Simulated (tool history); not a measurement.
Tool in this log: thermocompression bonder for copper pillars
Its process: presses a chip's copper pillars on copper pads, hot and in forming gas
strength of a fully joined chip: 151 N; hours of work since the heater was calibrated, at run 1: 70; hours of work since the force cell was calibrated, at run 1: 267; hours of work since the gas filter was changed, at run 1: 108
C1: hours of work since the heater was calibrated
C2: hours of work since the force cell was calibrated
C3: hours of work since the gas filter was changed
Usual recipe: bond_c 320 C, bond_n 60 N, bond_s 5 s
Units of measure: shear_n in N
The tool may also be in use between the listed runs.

run 1 hour=0 | bond_c=320 bond_n=60 bond_s=5 | C1=70 C2=267 C3=108 | shear_n=66.8
run 2 hour=12.3 | bond_c=320 bond_n=60 bond_s=3 | C1=75 C2=273 C3=114 | shear_n=54.1
run 3 hour=22.1 | bond_c=320 bond_n=60 bond_s=4 | C1=80 C2=278 C3=119 | shear_n=60.2
run 4 hour=31.4 | bond_c=320 bond_n=60 bond_s=4 | C1=85 C2=283 C3=123 | shear_n=61.2
run 5 hour=45.3 | bond_c=320 bond_n=60 bond_s=4 | C1=91 C2=289 C3=130 | shear_n=58.8
run 6 hour=56 | bond_c=320 bond_n=60 bond_s=4 | C1=96 C2=294 C3=135 | shear_n=58.4
run 7 hour=69 | bond_c=320 bond_n=60 bond_s=4 | C1=103 C2=301 C3=141 | shear_n=58.1
run 8 hour=82.6 | bond_c=320 bond_n=60 bond_s=4 | C1=109 C2=307 C3=148 | shear_n=60
run 9 hour=95.1 | bond_c=320 bond_n=60 bond_s=15 | C1=115 C2=313 C3=154 | shear_n=94.1
run 10 hour=104.5 | bond_c=320 bond_n=60 bond_s=15 | C1=120 C2=318 C3=158 | shear_n=92.3
-- hour=107.3 force cell calibrated
run 11 hour=114.9 | bond_c=320 bond_n=60 bond_s=15 | C1=124 C2=4 C3=163 | shear_n=91.1
run 12 hour=129.5 | bond_c=320 bond_n=60 bond_s=15 | C1=131 C2=11 C3=170 | shear_n=91.5
run 13 hour=143.8 | bond_c=320 bond_n=60 bond_s=15 | C1=138 C2=18 C3=177 | shear_n=91.5
run 14 hour=154.2 | bond_c=320 bond_n=60 bond_s=15 | C1=143 C2=23 C3=182 | shear_n=90.5
run 15 hour=167.2 | bond_c=320 bond_n=60 bond_s=15 | C1=149 C2=29 C3=188 | shear_n=90.4
run 16 hour=175.7 | bond_c=290 bond_n=55 bond_s=5 | C1=153 C2=33 C3=192 | shear_n=44.6
-- hour=179.5 force cell calibrated, once more
run 17 hour=188.7 | bond_c=317 bond_n=60 bond_s=5 | C1=159 C2=4 C3=197 | shear_n=63.5
run 18 hour=196.4 | bond_c=320 bond_n=36 bond_s=5 | C1=163 C2=8 C3=201 | shear_n=40.9
run 19 hour=206 | bond_c=320 bond_n=36 bond_s=5 | C1=167 C2=13 C3=206 | shear_n=40.1
run 20 hour=215.4 | bond_c=322 bond_n=86 bond_s=6 | C1=172 C2=17 C3=210 | shear_n=92.5
run 21 hour=225.8 | bond_c=322 bond_n=86 bond_s=6 | C1=177 C2=22 C3=215 | shear_n=91.3
run 22 hour=234.4 | bond_c=322 bond_n=74 bond_s=4 | C1=181 C2=26 C3=219 | shear_n=71.7
run 23 hour=248.9 | bond_c=320 bond_n=42 bond_s=12 | C1=188 C2=33 C3=226 | shear_n=63.4
run 24 hour=260.3 | bond_c=296 bond_n=61 bond_s=5 | C1=193 C2=39 C3=232 | shear_n=54
run 25 hour=268.1 | bond_c=320 bond_n=60 bond_s=4 | C1=197 C2=43 C3=236 | shear_n=58
run 26 hour=276.2 | bond_c=320 bond_n=60 bond_s=4 | C1=201 C2=47 C3=239 | shear_n=58.2
run 27 hour=286.3 | bond_c=323 bond_n=71 bond_s=3 | C1=206 C2=51 C3=244 | shear_n=60.4
run 28 hour=300.8 | bond_c=323 bond_n=71 bond_s=13 | C1=213 C2=58 C3=251 | shear_n=99.9

Consider 4 possible next runs. They are alternatives, not a sequence: every one starts from the tool as it was left by run 28. What does each give?
run A hour=311.7 | bond_c=332 bond_n=87 bond_s=14 | C1=218 C2=64 C3=257 | shear_n=?
run B hour=311.7 | bond_c=302 bond_n=65 bond_s=7 | C1=218 C2=64 C3=257 | shear_n=?
run C hour=311.7 | bond_c=320 bond_n=63 bond_s=4 | C1=218 C2=64 C3=257 | shear_n=?
run D hour=311.7 | bond_c=302 bond_n=60 bond_s=15 | C1=218 C2=64 C3=257 | shear_n=?

run=A shear_n=115.8
run=B shear_n=65.8
run=C shear_n=60.2
run=D shear_n=80.9
Stripped of hidden state, with their random variation kept, the same runs would have yielded:
run=A shear_n=125.4
run=B shear_n=71.6
run=C shear_n=65.5
run=D shear_n=87.9

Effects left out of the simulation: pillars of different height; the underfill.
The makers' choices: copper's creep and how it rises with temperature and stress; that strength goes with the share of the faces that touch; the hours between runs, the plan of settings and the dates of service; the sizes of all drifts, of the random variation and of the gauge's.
